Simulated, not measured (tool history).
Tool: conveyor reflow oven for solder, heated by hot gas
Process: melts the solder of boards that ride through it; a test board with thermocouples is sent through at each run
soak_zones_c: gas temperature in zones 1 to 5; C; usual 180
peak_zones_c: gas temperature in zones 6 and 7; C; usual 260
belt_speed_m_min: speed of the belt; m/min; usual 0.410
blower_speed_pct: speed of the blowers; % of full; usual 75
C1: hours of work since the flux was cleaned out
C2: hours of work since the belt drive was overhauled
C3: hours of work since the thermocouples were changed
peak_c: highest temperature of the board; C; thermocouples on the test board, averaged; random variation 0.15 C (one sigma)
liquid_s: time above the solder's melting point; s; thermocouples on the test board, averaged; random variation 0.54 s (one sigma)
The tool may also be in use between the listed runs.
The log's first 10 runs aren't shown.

{"run": 11, "hour": 134.7, "soak_zones_c": 180, "peak_zones_c": 260, "belt_speed_m_min": 0.41, "blower_speed_pct": 75, "C1": 260, "C2": 193, "C3": 421, "peak_c": 250.5, "liquid_s": 92.2}
{"run": 12, "hour": 152.6, "soak_zones_c": 180, "peak_zones_c": 260, "belt_speed_m_min": 0.41, "blower_speed_pct": 53, "C1": 269, "C2": 202, "C3": 430, "peak_c": 247.9, "liquid_s": 87.3}
{"run": 13, "hour": 163.9, "soak_zones_c": 180, "peak_zones_c": 260, "belt_speed_m_min": 0.41, "blower_speed_pct": 53, "C1": 274, "C2": 208, "C3": 436, "peak_c": 247.9, "liquid_s": 86.6}
{"run": 14, "hour": 179.3, "soak_zones_c": 180, "peak_zones_c": 260, "belt_speed_m_min": 0.41, "blower_speed_pct": 53, "C1": 282, "C2": 216, "C3": 443, "peak_c": 248.0, "liquid_s": 87.8}
{"run": 15, "hour": 198.0, "soak_zones_c": 180, "peak_zones_c": 260, "belt_speed_m_min": 0.41, "blower_speed_pct": 53, "C1": 292, "C2": 225, "C3": 453, "peak_c": 247.5, "liquid_s": 86.3}
{"run": 16, "hour": 209.2, "soak_zones_c": 182, "peak_zones_c": 261, "belt_speed_m_min": 0.418, "blower_speed_pct": 54, "C1": 297, "C2": 231, "C3": 459, "peak_c": 249.0, "liquid_s": 86.2}
{"run": 17, "hour": 220.0, "soak_zones_c": 182, "peak_zones_c": 261, "belt_speed_m_min": 0.418, "blower_speed_pct": 54, "C1": 303, "C2": 236, "C3": 464, "peak_c": 249.0, "liquid_s": 88.0}
{"run": 18, "hour": 236.7, "soak_zones_c": 166, "peak_zones_c": 261, "belt_speed_m_min": 0.391, "blower_speed_pct": 57, "C1": 311, "C2": 245, "C3": 472, "peak_c": 248.7, "liquid_s": 85.1}
{"hour": 249.3, "done": "flux residue cleaned out of gas plates and filters"}
{"run": 19, "hour": 250.7, "soak_zones_c": 166, "peak_zones_c": 263, "belt_speed_m_min": 0.391, "blower_speed_pct": 60, "C1": 1, "C2": 249, "C3": 477, "peak_c": 251.3, "liquid_s": 88.5}
{"run": 20, "hour": 260.9, "soak_zones_c": 180, "peak_zones_c": 260, "belt_speed_m_min": 0.487, "blower_speed_pct": 51, "C1": 6, "C2": 255, "C3": 482, "peak_c": 242.5, "liquid_s": 65.5}
{"run": 21, "hour": 280.4, "soak_zones_c": 169, "peak_zones_c": 260, "belt_speed_m_min": 0.371, "blower_speed_pct": 75, "C1": 16, "C2": 265, "C3": 492, "peak_c": 251.7, "liquid_s": 97.0}
{"run": 22, "hour": 294.6, "soak_zones_c": 188, "peak_zones_c": 271, "belt_speed_m_min": 0.427, "blower_speed_pct": 53, "C1": 23, "C2": 272, "C3": 499, "peak_c": 257.7, "liquid_s": 97.5}
{"run": 23, "hour": 307.1, "soak_zones_c": 188, "peak_zones_c": 259, "belt_speed_m_min": 0.38, "blower_speed_pct": 89, "C1": 29, "C2": 278, "C3": 506, "peak_c": 253.2, "liquid_s": 109.6}
{"run": 24, "hour": 326.8, "soak_zones_c": 168, "peak_zones_c": 260, "belt_speed_m_min": 0.341, "blower_speed_pct": 75, "C1": 39, "C2": 288, "C3": 516, "peak_c": 252.8, "liquid_s": 109.0}
{"run": 25, "hour": 338.0, "soak_zones_c": 180, "peak_zones_c": 254, "belt_speed_m_min": 0.373, "blower_speed_pct": 75, "C1": 45, "C2": 294, "C3": 521, "peak_c": 246.9, "liquid_s": 98.6}
{"run": 26, "hour": 356.3, "soak_zones_c": 167, "peak_zones_c": 275, "belt_speed_m_min": 0.403, "blower_speed_pct": 85, "C1": 54, "C2": 303, "C3": 531, "peak_c": 264.3, "liquid_s": 98.9}
{"run": 27, "hour": 369.6, "soak_zones_c": 181, "peak_zones_c": 260, "belt_speed_m_min": 0.33, "blower_speed_pct": 75, "C1": 61, "C2": 310, "C3": 537, "peak_c": 254.8, "liquid_s": 122.5}
{"run": 28, "hour": 388.8, "soak_zones_c": 173, "peak_zones_c": 260, "belt_speed_m_min": 0.414, "blower_speed_pct": 75, "C1": 71, "C2": 320, "C3": 547, "peak_c": 249.7, "liquid_s": 86.6}
{"run": 29, "hour": 408.3, "soak_zones_c": 173, "peak_zones_c": 260, "belt_speed_m_min": 0.414, "blower_speed_pct": 75, "C1": 81, "C2": 329, "C3": 557, "peak_c": 249.6, "liquid_s": 85.7}
{"run": 30, "hour": 427.0, "soak_zones_c": 186, "peak_zones_c": 259, "belt_speed_m_min": 0.378, "blower_speed_pct": 71, "C1": 90, "C2": 339, "C3": 566, "peak_c": 251.6, "liquid_s": 105.2}

4 ways to go on from here, each from the tool as it stands after run 30. What would each give?
{"run": "A", "hour": 437.1, "soak_zones_c": 180, "peak_zones_c": 260, "belt_speed_m_min": 0.376, "blower_speed_pct": 75, "C1": 95, "C2": 344, "C3": 572, "peak_c": "?", "liquid_s": "?"}
{"run": "B", "hour": 437.1, "soak_zones_c": 180, "peak_zones_c": 265, "belt_speed_m_min": 0.433, "blower_speed_pct": 75, "C1": 95, "C2": 344, "C3": 572, "peak_c": "?", "liquid_s": "?"}
{"run": "C", "hour": 437.1, "soak_zones_c": 170, "peak_zones_c": 271, "belt_speed_m_min": 0.41, "blower_speed_pct": 75, "C1": 95, "C2": 344, "C3": 572, "peak_c": "?", "liquid_s": "?"}
{"run": "D", "hour": 437.1, "soak_zones_c": 173, "peak_zones_c": 260, "belt_speed_m_min": 0.355, "blower_speed_pct": 75, "C1": 95, "C2": 344, "C3": 572, "peak_c": "?", "liquid_s": "?"}

run=A peak_c=252.5 liquid_s=102.9
run=B peak_c=254.0 liquid_s=89.7
run=C peak_c=259.7 liquid_s=93.5
run=D peak_c=252.6 liquid_s=105.8
Without the tool's hidden state the same runs would have given:
run=A peak_c=252.6 liquid_s=103.0
run=B peak_c=254.1 liquid_s=89.7
run=C peak_c=259.7 liquid_s=93.5
run=D peak_c=252.7 liquid_s=105.9
